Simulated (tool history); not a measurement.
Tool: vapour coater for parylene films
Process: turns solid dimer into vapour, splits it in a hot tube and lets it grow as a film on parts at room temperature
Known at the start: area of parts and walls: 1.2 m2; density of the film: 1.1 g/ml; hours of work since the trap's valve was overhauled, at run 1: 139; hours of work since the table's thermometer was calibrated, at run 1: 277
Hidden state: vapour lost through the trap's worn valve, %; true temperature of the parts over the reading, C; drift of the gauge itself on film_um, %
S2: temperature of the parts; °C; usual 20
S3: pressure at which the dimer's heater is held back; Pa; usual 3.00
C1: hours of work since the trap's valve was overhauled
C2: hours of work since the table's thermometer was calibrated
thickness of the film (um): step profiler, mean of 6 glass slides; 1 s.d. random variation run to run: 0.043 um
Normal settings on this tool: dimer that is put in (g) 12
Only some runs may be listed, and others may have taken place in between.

run 1 hour=0.0 | dimer_that_is_put_in_(g)=12 S2=20 S3=3.00 | C1=139 C2=277 | thickness_of_the_film_(um)=4.83
run 2 hour=16.3 | dimer_that_is_put_in_(g)=12 S2=28 S3=3.00 | C1=148 C2=286 | thickness_of_the_film_(um)=3.81
run 3 hour=31.9 | dimer_that_is_put_in_(g)=12 S2=24 S3=3.00 | C1=156 C2=294 | thickness_of_the_film_(um)=4.29
run 4 hour=44.4 | dimer_that_is_put_in_(g)=12 S2=24 S3=3.00 | C1=163 C2=301 | thickness_of_the_film_(um)=4.30
run 5 hour=63.1 | dimer_that_is_put_in_(g)=12 S2=24 S3=3.00 | C1=173 C2=311 | thickness_of_the_film_(um)=4.26
run 6 hour=78.5 | dimer_that_is_put_in_(g)=12 S2=20 S3=3.00 | C1=181 C2=319 | thickness_of_the_film_(um)=4.77
run 7 hour=95.5 | dimer_that_is_put_in_(g)=12 S2=24 S3=3.00 | C1=190 C2=328 | thickness_of_the_film_(um)=4.25
run 8 hour=106.8 | dimer_that_is_put_in_(g)=12 S2=24 S3=3.00 | C1=196 C2=334 | thickness_of_the_film_(um)=4.24
run 9 hour=121.2 | dimer_that_is_put_in_(g)=12 S2=24 S3=3.00 | C1=203 C2=341 | thickness_of_the_film_(um)=4.24
run 10 hour=129.7 | dimer_that_is_put_in_(g)=12 S2=24 S3=3.00 | C1=208 C2=346 | thickness_of_the_film_(um)=4.27
-- hour=132.4 table's thermometer calibrated
run 11 hour=148.2 | dimer_that_is_put_in_(g)=12 S2=24 S3=3.00 | C1=217 C2=8 | thickness_of_the_film_(um)=4.17
run 12 hour=163.1 | dimer_that_is_put_in_(g)=12 S2=24 S3=3.00 | C1=225 C2=16 | thickness_of_the_film_(um)=4.21
run 13 hour=182.1 | dimer_that_is_put_in_(g)=12 S2=24 S3=3.00 | C1=235 C2=26 | thickness_of_the_film_(um)=4.19
run 14 hour=193.0 | dimer_that_is_put_in_(g)=12 S2=31 S3=3.07 | C1=241 C2=32 | thickness_of_the_film_(um)=3.41
-- hour=209.5 table's thermometer calibrated, once more
run 15 hour=212.1 | dimer_that_is_put_in_(g)=12 S2=14 S3=3.07 | C1=250 C2=1 | thickness_of_the_film_(um)=5.69
run 16 hour=227.5 | dimer_that_is_put_in_(g)=12 S2=14 S3=2.95 | C1=258 C2=9 | thickness_of_the_film_(um)=5.76
run 17 hour=238.0 | dimer_that_is_put_in_(g)=12 S2=14 S3=2.95 | C1=264 C2=15 | thickness_of_the_film_(um)=5.73
run 18 hour=255.5 | dimer_that_is_put_in_(g)=5 S2=18 S3=2.95 | C1=273 C2=24 | thickness_of_the_film_(um)=2.13
run 19 hour=267.9 | dimer_that_is_put_in_(g)=12 S2=13 S3=3.00 | C1=279 C2=31 | thickness_of_the_film_(um)=5.83
run 20 hour=278.1 | dimer_that_is_put_in_(g)=9 S2=13 S3=3.00 | C1=285 C2=36 | thickness_of_the_film_(um)=4.40
run 21 hour=295.0 | dimer_that_is_put_in_(g)=7 S2=12 S3=4.10 | C1=294 C2=45 | thickness_of_the_film_(um)=3.24

Below are 3 alternative next runs, each starting from the tool's condition after run 21. Predict each:
run A hour=303.7 | dimer_that_is_put_in_(g)=19 S2=20 S3=10.14 | C1=298 C2=50 | thickness_of_the_film_(um)=?
run B hour=303.7 | dimer_that_is_put_in_(g)=6 S2=14 S3=4.70 | C1=298 C2=50 | thickness_of_the_film_(um)=?
run C hour=303.7 | dimer_that_is_put_in_(g)=12 S2=20 S3=2.23 | C1=298 C2=50 | thickness_of_the_film_(um)=?

run=A thickness_of_the_film_(um)=5.73
run=B thickness_of_the_film_(um)=2.58
run=C thickness_of_the_film_(um)=5.14
With the hidden condition removed and each run's random variation left untouched, the same runs would have given:
run=A thickness_of_the_film_(um)=5.91
run=B thickness_of_the_film_(um)=2.66
run=C thickness_of_the_film_(um)=5.30
